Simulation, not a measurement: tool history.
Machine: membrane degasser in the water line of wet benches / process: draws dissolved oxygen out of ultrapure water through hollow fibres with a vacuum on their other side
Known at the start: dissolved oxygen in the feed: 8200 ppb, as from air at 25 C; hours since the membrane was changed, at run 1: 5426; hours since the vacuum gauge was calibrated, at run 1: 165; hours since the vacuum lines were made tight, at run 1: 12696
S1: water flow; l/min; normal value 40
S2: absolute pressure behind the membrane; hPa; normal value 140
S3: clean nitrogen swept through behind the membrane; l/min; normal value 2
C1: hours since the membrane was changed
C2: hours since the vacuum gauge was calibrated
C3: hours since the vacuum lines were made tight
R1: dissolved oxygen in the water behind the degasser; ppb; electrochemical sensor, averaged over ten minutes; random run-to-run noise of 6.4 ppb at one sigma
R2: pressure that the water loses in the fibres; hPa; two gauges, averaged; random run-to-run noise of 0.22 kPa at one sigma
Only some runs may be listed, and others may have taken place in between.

| run | hour | S1 | S2 | S3 | C1 | C2 | C3 | R1 | R2 |
|---|---|---|---|---|---|---|---|---|---|
| 1 | 0 | 40 | 140 | 2 | 5426 | 165 | 12696 | 644.8 | 547.3 |
| 2 | 250.2 | 40 | 140 | 2.38 | 5676 | 415 | 12946 | 583.1 | 549.2 |
|  | 403.7 | seals of the vacuum lines changed |
| 3 | 504.1 | 33 | 140 | 2 | 5928 | 667 | 100 | 499.3 | 453.4 |
| 4 | 842.5 | 40 | 140 | 1.76 | 6266 | 1005 | 439 | 683.6 | 547.4 |
| 5 | 1180.5 | 41 | 140 | 2 | 6604 | 1343 | 777 | 664.7 | 559.5 |
| 6 | 1372.2 | 41 | 140 | 2 | 6796 | 1535 | 968 | 671.4 | 564.3 |
| 7 | 1591.4 | 41 | 140 | 2 | 7015 | 1754 | 1188 | 664.8 | 563.8 |
| 8 | 1894.5 | 40 | 140 | 1.92 | 7318 | 2057 | 1491 | 654.6 | 548.6 |
| 9 | 2231.6 | 40 | 140 | 1.92 | 7655 | 2394 | 1828 | 661.6 | 550 |
| 10 | 2412.1 | 34 | 140 | 1.92 | 7836 | 2575 | 2008 | 522.7 | 468.7 |
| 11 | 2725.8 | 40 | 140 | 2 | 8150 | 2888 | 2322 | 637.6 | 554.9 |
|  | 2867.3 | vacuum gauge calibrated |
| 12 | 2969.2 | 40 | 140 | 1.94 | 8393 | 102 | 2565 | 652.9 | 555.7 |
| 13 | 3114.5 | 40 | 140 | 1.94 | 8538 | 247 | 2710 | 657.3 | 555.7 |
| 14 | 3402.3 | 55 | 147 | 5.62 | 8826 | 535 | 2998 | 695.2 | 760.9 |
| 15 | 3625.7 | 41 | 99 | 2.22 | 9049 | 758 | 3221 | 485.2 | 563.5 |
| 16 | 3765.6 | 41 | 99 | 2.22 | 9189 | 898 | 3361 | 477 | 569.3 |
| 17 | 3931.1 | 30 | 151 | 2 | 9354 | 1064 | 3527 | 473.2 | 417.7 |
| 18 | 4081.2 | 30 | 151 | 2 | 9505 | 1214 | 3677 | 466.8 | 415.8 |
| 19 | 4367.1 | 63 | 130 | 0.99 | 9790 | 1500 | 3963 | 1520.8 | 878.4 |
| 20 | 4548 | 63 | 130 | 1.93 | 9971 | 1681 | 4144 | 1160.9 | 875.2 |
| 21 | 4878 | 63 | 130 | 1.93 | 10301 | 2011 | 4474 | 1155.9 | 874.9 |
| 22 | 5136.8 | 63 | 130 | 1.93 | 10560 | 2269 | 4733 | 1161.9 | 874.1 |
| 23 | 5437.5 | 62 | 130 | 1.93 | 10861 | 2570 | 5033 | 1139.9 | 861.8 |
| 24 | 5639.8 | 50 | 130 | 1.26 | 11063 | 2773 | 5236 | 1039.9 | 696.5 |
|  | 5879.8 | vacuum gauge calibrated |
| 25 | 5879.8 | 50 | 130 | 1.26 | 11303 | 0 | 5475 | 1026.6 | 696.9 |

3 options for the next run, each taken on its own from the tool as it stands now. Forecast them:
| A | 6099.4 | 50 | 130 | 0.9 | 11522 | 220 | 5695 | ? | ? |
| B | 6099.4 | 30 | 166 | 1.77 | 11522 | 220 | 5695 | ? | ? |
| C | 6099.4 | 40 | 271 | 1.84 | 11522 | 220 | 5695 | ? | ? |

| run | R1 | R2 |
|---|---|---|
| A | 1230 | 696.1 |
| B | 554.8 | 417.2 |
| C | 1178.5 | 557.5 |
Had the tool no hidden state, the same runs would have come out as:
| run | R1 | R2 |
|---|---|---|
| A | 1229.5 | 684.3 |
| B | 554.6 | 410.1 |
| C | 1178.1 | 548.1 |
